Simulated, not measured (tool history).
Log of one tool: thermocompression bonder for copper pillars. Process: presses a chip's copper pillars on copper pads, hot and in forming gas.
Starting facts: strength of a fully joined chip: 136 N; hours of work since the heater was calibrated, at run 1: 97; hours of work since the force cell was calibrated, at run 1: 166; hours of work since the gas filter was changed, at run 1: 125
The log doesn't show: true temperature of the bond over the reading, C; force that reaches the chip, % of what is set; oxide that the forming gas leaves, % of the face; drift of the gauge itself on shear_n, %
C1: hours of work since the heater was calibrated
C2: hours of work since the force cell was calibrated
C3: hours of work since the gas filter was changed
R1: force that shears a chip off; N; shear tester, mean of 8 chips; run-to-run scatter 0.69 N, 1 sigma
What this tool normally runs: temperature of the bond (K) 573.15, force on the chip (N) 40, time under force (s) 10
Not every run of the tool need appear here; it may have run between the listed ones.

Run 1, day 0.000: usual settings; C1 97; C2 166; C3 125. Result: R1 91.0 N.
Run 2, day 0.450: usual settings but force on the chip (N) 33; C1 105; C2 175; C3 133. Result: R1 80.5 N.
Run 3, day 0.850: usual settings but force on the chip (N) 38; C1 112; C2 182; C3 140. Result: R1 87.6 N.
Run 4, day 1.204: usual settings but force on the chip (N) 38; C1 119; C2 188; C3 147. Result: R1 87.0 N.
Run 5, day 1.558: usual settings but temperature of the bond (K) 586.15; C1 125; C2 195; C3 153. Result: R1 100.3 N.
Run 6, day 2.125: usual settings but time under force (s) 14; C1 136; C2 205; C3 163. Result: R1 98.4 N.
Run 7, day 2.438: usual settings but time under force (s) 13; C1 141; C2 211; C3 169. Result: R1 96.5 N.
At day 2.804: forming gas filter changed.
Run 8, day 2.846: usual settings but time under force (s) 13; C1 148; C2 218; C3 1. Result: R1 96.8 N.
Run 9, day 3.108: usual settings but temperature of the bond (K) 576.15; C1 153; C2 222; C3 6. Result: R1 91.9 N.
Run 10, day 3.521: usual settings but temperature of the bond (K) 555.15, force on the chip (N) 31, time under force (s) 26; C1 160; C2 230; C3 13. Result: R1 85.0 N.
Run 11, day 3.833: usual settings but temperature of the bond (K) 555.15, force on the chip (N) 31, time under force (s) 14; C1 166; C2 236; C3 19. Result: R1 69.1 N.
Run 12, day 4.108: usual settings but temperature of the bond (K) 555.15, force on the chip (N) 31, time under force (s) 14; C1 171; C2 241; C3 24. Result: R1 69.2 N.
Run 13, day 4.354: usual settings but temperature of the bond (K) 555.15, force on the chip (N) 31, time under force (s) 14; C1 176; C2 245; C3 28. Result: R1 70.4 N.
Run 14, day 4.792: usual settings but temperature of the bond (K) 599.15, force on the chip (N) 41, time under force (s) 19; C1 183; C2 253; C3 36. Result: R1 123.2 N.
Run 15, day 5.162: usual settings but temperature of the bond (K) 562.15, time under force (s) 27; C1 190; C2 260; C3 43. Result: R1 104.0 N.
Run 16, day 5.608: usual settings but temperature of the bond (K) 563.15, force on the chip (N) 51, time under force (s) 27; C1 198; C2 268; C3 51. Result: R1 114.8 N.

Below are 4 alternative next runs, each starting from the tool's condition after run 16. Predict each:
Run A, day 5.975: usual settings but temperature of the bond (K) 599.15, time under force (s) 24; C1 205; C2 274; C3 58. Result: R1 ?.
Run B, day 5.975: usual settings but temperature of the bond (K) 563.15; C1 205; C2 274; C3 58. Result: R1 ?.
Run C, day 5.975: usual settings but time under force (s) 18; C1 205; C2 274; C3 58. Result: R1 ?.
Run D, day 5.975: usual settings but temperature of the bond (K) 553.15, force on the chip (N) 50, time under force (s) 11; C1 205; C2 274; C3 58. Result: R1 ?.

run     R1
  A  126.6
  B   80.2
  C  102.6
  D   85.8
Without the tool's hidden state the same runs would have given:
run     R1
  A  126.7
  B   80.3
  C  102.8
  D   85.9

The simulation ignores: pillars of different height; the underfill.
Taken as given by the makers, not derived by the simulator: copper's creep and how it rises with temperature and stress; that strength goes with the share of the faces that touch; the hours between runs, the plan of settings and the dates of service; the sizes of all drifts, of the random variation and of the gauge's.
